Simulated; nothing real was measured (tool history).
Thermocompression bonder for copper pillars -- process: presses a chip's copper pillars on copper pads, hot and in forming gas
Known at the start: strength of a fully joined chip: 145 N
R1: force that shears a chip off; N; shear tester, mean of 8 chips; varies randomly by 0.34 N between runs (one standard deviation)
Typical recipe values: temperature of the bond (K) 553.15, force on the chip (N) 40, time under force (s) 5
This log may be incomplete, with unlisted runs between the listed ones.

run 1 hour=0 | temperature_of_the_bond_(K)=553.15 force_on_the_chip_(N)=40 time_under_force_(s)=5 | R1=63.2
run 2 hour=37.9 | temperature_of_the_bond_(K)=576.15 force_on_the_chip_(N)=40 time_under_force_(s)=5 | R1=77.5
run 3 hour=76.4 | temperature_of_the_bond_(K)=576.15 force_on_the_chip_(N)=40 time_under_force_(s)=4 | R1=72.7
run 4 hour=111.5 | temperature_of_the_bond_(K)=576.15 force_on_the_chip_(N)=40 time_under_force_(s)=15 | R1=106.9
run 5 hour=134.7 | temperature_of_the_bond_(K)=576.15 force_on_the_chip_(N)=40 time_under_force_(s)=15 | R1=106.5
run 6 hour=166.9 | temperature_of_the_bond_(K)=576.15 force_on_the_chip_(N)=40 time_under_force_(s)=15 | R1=106.2
run 7 hour=204 | temperature_of_the_bond_(K)=553.15 force_on_the_chip_(N)=40 time_under_force_(s)=5 | R1=62.1
run 8 hour=244.8 | temperature_of_the_bond_(K)=553.15 force_on_the_chip_(N)=40 time_under_force_(s)=5 | R1=62.9
run 9 hour=269.6 | temperature_of_the_bond_(K)=553.15 force_on_the_chip_(N)=40 time_under_force_(s)=5 | R1=62.4
run 10 hour=288.4 | temperature_of_the_bond_(K)=553.15 force_on_the_chip_(N)=40 time_under_force_(s)=5 | R1=62
run 11 hour=315.4 | temperature_of_the_bond_(K)=553.15 force_on_the_chip_(N)=40 time_under_force_(s)=5 | R1=63
run 12 hour=356.8 | temperature_of_the_bond_(K)=567.15 force_on_the_chip_(N)=38 time_under_force_(s)=10 | R1=87.8
run 13 hour=380.1 | temperature_of_the_bond_(K)=534.15 force_on_the_chip_(N)=41 time_under_force_(s)=4 | R1=47.6
run 14 hour=418.8 | temperature_of_the_bond_(K)=534.15 force_on_the_chip_(N)=41 time_under_force_(s)=5 | R1=51.5
run 15 hour=459.9 | temperature_of_the_bond_(K)=553.15 force_on_the_chip_(N)=54 time_under_force_(s)=5 | R1=73.9
run 16 hour=500.4 | temperature_of_the_bond_(K)=534.15 force_on_the_chip_(N)=47 time_under_force_(s)=11 | R1=74.7
run 17 hour=539 | temperature_of_the_bond_(K)=534.15 force_on_the_chip_(N)=47 time_under_force_(s)=11 | R1=75.4
run 18 hour=564.2 | temperature_of_the_bond_(K)=534.15 force_on_the_chip_(N)=47 time_under_force_(s)=11 | R1=75
run 19 hour=587.8 | temperature_of_the_bond_(K)=531.15 force_on_the_chip_(N)=58 time_under_force_(s)=3 | R1=50.4

Withheld: 2 entries from between the runs. Position of each, and hidden state at the listed run before versus the listed run after:
Run 12 -> run 13: forming gas filter changed (hour 363.4)
  oxide that the forming gas leaves, % of the face: 0.59 -> 0.51
Run 15 -> run 16: force cell calibrated (hour 472.7)
  force that reaches the chip, % of what is set: 100.1 -> 100
